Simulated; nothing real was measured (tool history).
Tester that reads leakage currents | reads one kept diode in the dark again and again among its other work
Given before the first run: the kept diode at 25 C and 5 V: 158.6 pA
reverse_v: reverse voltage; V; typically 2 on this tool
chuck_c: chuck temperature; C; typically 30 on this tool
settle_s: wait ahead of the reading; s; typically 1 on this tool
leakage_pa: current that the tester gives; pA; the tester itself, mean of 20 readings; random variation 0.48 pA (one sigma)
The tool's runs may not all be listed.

run	hour	reverse_v	chuck_c	settle_s	leakage_pa
1	0	2	30	1	158.12
2	117.6	2	30	1	159.8
3	330.7	2	35	1	253.75
4	473.1	2	30	1.1	164.32
5	702.3	2	30	1	166.48
6	822.2	2	30	1	168.01
7	989.7	2	30	1	170.98
8	1122.3	2	30	1	171.37
9	1276	2	30	1	174.67
10	1429.9	2	30	1	176.56
11	1630.8	2	36	1	305.29
12	1870.9	2	36	1	310.6
13	2008.9	3.05	25	0.92	146.36
14	2174.1	3.02	57	9.48	2174.18
15	2362.3	3.02	57	9.48	2151.76
16	2574.8	2	30	0.4	186.89
17	2751.1	2.46	38	0.64	423.69
18	2976.8	14.43	46	0.46	1817.69
19	3168.5	1.28	50	6.94	723.06
20	3297.5	2	59	7.81	1856
21	3470.9	2	59	7.81	1872.9
22	3641.3	2	59	1.04	1893.93

Missing from the log above: 4 entries noted between runs. For each, name the pair of listed runs it sits between and say how the tool's hidden condition differs from the listed run just before to the listed run just after:
Logged between run 8 and run 9: tester calibrated (hour 1139.7)
  stray current of the dirty probe card, pA a volt: 0.434 -> 0.467; current scale over the true one, %: 1.93 -> 2.34; true chuck temperature over the reading, C: 0.68 -> 0.79
  measured value less the no-hidden-state value, leakage_pa: +14.13 -> +16.77 pA
Logged between run 13 and run 14: probe card cleaned and baked (hour 2037.2)
  stray current of the dirty probe card, pA a volt: 0.628 -> 0.055; current scale over the true one, %: 2.5 -> 2.54; true chuck temperature over the reading, C: 1.34 -> 1.46
  measured value less the no-hidden-state value, leakage_pa: +22.11 -> +279.54 pA
Logged between run 14 and run 15: tester calibrated, once more (hour 2235.4)
  stray current of the dirty probe card, pA a volt: 0.055 -> 0.097; current scale over the true one, %: 2.54 -> 0.05; true chuck temperature over the reading, C: 1.46 -> 1.6
  measured value less the no-hidden-state value, leakage_pa: +279.54 -> +250.73 pA
Logged between run 17 and run 18: chuck's temperature calibrated (hour 2871.1)
  stray current of the dirty probe card, pA a volt: 0.184 -> 0.228; current scale over the true one, %: 0.13 -> 0.19; true chuck temperature over the reading, C: 1.9 -> 0.16
  measured value less the no-hidden-state value, leakage_pa: +64.89 -> +30.43 pA
